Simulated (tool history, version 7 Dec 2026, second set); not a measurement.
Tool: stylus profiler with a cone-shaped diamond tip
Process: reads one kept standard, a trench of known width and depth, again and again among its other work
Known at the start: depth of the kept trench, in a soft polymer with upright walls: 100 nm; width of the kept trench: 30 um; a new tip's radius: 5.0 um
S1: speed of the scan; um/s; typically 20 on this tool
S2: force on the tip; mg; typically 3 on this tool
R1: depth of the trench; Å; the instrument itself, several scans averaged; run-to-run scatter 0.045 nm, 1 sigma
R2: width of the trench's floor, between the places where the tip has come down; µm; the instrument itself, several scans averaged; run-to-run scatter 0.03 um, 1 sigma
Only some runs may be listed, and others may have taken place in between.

run 1 hour=0 | S1=20 S2=3 | R1=1013.9 R2=27.61
run 2 hour=108.3 | S1=20 S2=3.34 | R1=1015.9 R2=27.61
run 3 hour=174.4 | S1=20 S2=3.34 | R1=1015.3 R2=27.61
run 4 hour=226.9 | S1=21 S2=3 | R1=1012.9 R2=27.53
run 5 hour=322.5 | S1=20 S2=3 | R1=1013.6 R2=27.46
run 6 hour=432.1 | S1=21 S2=3 | R1=1013.4 R2=27.4
run 7 hour=509.2 | S1=21 S2=3 | R1=1013.7 R2=27.37
run 8 hour=563.4 | S1=21 S2=2.63 | R1=1012.1 R2=27.39
run 9 hour=677.9 | S1=21 S2=2.63 | R1=1011.8 R2=27.31
run 10 hour=760.7 | S1=14 S2=2.63 | R1=1011.6 R2=27.29
run 11 hour=842 | S1=20 S2=1.32 | R1=1006.8 R2=27.22
run 12 hour=920.2 | S1=20 S2=1.32 | R1=1006 R2=27.12
run 13 hour=1016.5 | S1=24 S2=1.32 | R1=1006.2 R2=27.11
run 14 hour=1116.5 | S1=24 S2=1.32 | R1=1005.3 R2=27.1
run 15 hour=1239 | S1=24 S2=1.32 | R1=1005.9 R2=27
run 16 hour=1300.1 | S1=20 S2=3 | R1=1012.3 R2=27.07
run 17 hour=1426.9 | S1=20 S2=3 | R1=1011.5 R2=27.04
run 18 hour=1537.7 | S1=20 S2=3 | R1=1011.8 R2=26.98
run 19 hour=1663 | S1=20 S2=2.12 | R1=1007 R2=26.89
run 20 hour=1732.8 | S1=20 S2=3 | R1=1011 R2=26.9
run 21 hour=1827.3 | S1=20 S2=3 | R1=1011.6 R2=26.89
run 22 hour=1904.8 | S1=20 S2=3 | R1=1010.4 R2=26.8
run 23 hour=1983 | S1=20 S2=3 | R1=1011.4 R2=26.79
run 24 hour=2092.3 | S1=20 S2=3 | R1=1009.7 R2=26.73
run 25 hour=2211.7 | S1=20 S2=3 | R1=1010 R2=26.8
run 26 hour=2263.6 | S1=29 S2=5.84 | R1=1018.7 R2=26.73
run 27 hour=2341.5 | S1=9 S2=2.14 | R1=1006.3 R2=26.69
run 28 hour=2413.8 | S1=9 S2=2.14 | R1=1006.6 R2=26.66
run 29 hour=2514.7 | S1=72 S2=1.21 | R1=1002.8 R2=26.38
run 30 hour=2626.2 | S1=71 S2=7.02 | R1=1021.4 R2=26.56
run 31 hour=2687 | S1=8 S2=3 | R1=1009.3 R2=26.59
-- hour=2776.8 new tip fitted, height scale calibrated
run 32 hour=2815.6 | S1=48 S2=3.59 | R1=1017.5 R2=27.91
run 33 hour=2871.9 | S1=24 S2=4.47 | R1=1020.1 R2=27.96
run 34 hour=2991.9 | S1=54 S2=7.18 | R1=1028.4 R2=27.85
run 35 hour=3092.2 | S1=51 S2=1.33 | R1=1007.8 R2=27.65
run 36 hour=3208.8 | S1=28 S2=2.02 | R1=1010.5 R2=27.74
run 37 hour=3323.5 | S1=13 S2=1.12 | R1=1007.3 R2=27.64
run 38 hour=3386.7 | S1=33 S2=3.58 | R1=1016.3 R2=27.66
run 39 hour=3500.1 | S1=7 S2=3.92 | R1=1017.6 R2=27.67
run 40 hour=3595.8 | S1=7 S2=3.92 | R1=1018.2 R2=27.66
run 41 hour=3666.7 | S1=7 S2=7.83 | R1=1028 R2=27.57
run 42 hour=3757.3 | S1=7 S2=7.83 | R1=1026.9 R2=27.5
run 43 hour=3867 | S1=7 S2=7.83 | R1=1027.7 R2=27.49
run 44 hour=3951.6 | S1=7 S2=7.83 | R1=1026.7 R2=27.48
run 45 hour=4057.2 | S1=65 S2=8.01 | R1=1027.7 R2=27.26

What would each run have given without the hidden state, its run-to-run variation left as it was?
Hidden state present: radius of the tip, um; height scale over the true one, %; drift of the gauge itself on depth_nm, %; drift of the gauge itself on floor_um, %.
run=1 R1=1015 R2=27.95
run=2 R1=1017.2 R2=28
run=3 R1=1016.8 R2=28.03
run=4 R1=1014.4 R2=27.98
run=5 R1=1015.3 R2=27.95
run=6 R1=1015.4 R2=27.94
run=7 R1=1015.9 R2=27.94
run=8 R1=1014.3 R2=27.98
run=9 R1=1014.2 R2=27.95
run=10 R1=1014.2 R2=27.97
run=11 R1=1009.6 R2=27.93
run=12 R1=1009 R2=27.86
run=13 R1=1009.4 R2=27.89
run=14 R1=1008.7 R2=27.92
run=15 R1=1009.5 R2=27.87
run=16 R1=1016.1 R2=27.97
run=17 R1=1015.6 R2=27.99
run=18 R1=1016.1 R2=27.97
run=19 R1=1011.6 R2=27.93
run=20 R1=1015.8 R2=27.97
run=21 R1=1016.6 R2=27.98
run=22 R1=1015.6 R2=27.92
run=23 R1=1016.7 R2=27.94
run=24 R1=1015.2 R2=27.91
run=25 R1=1015.8 R2=28.03
run=26 R1=1024.6 R2=27.97
run=27 R1=1012.3 R2=27.96
run=28 R1=1012.7 R2=27.95
run=29 R1=1009.2 R2=27.71
run=30 R1=1028.1 R2=27.92
run=31 R1=1016.1 R2=27.97
run=32 R1=1017.8 R2=27.89
run=33 R1=1020.5 R2=27.98
run=34 R1=1029.1 R2=27.93
run=35 R1=1008.7 R2=27.79
run=36 R1=1011.7 R2=27.94
run=37 R1=1008.7 R2=27.89
run=38 R1=1017.9 R2=27.95
run=39 R1=1019.4 R2=28.02
run=40 R1=1020.1 R2=28.05
run=41 R1=1030.1 R2=27.99
run=42 R1=1029.2 R2=27.97
run=43 R1=1030.2 R2=28
run=44 R1=1029.4 R2=28.03
run=45 R1=1030.7 R2=27.86

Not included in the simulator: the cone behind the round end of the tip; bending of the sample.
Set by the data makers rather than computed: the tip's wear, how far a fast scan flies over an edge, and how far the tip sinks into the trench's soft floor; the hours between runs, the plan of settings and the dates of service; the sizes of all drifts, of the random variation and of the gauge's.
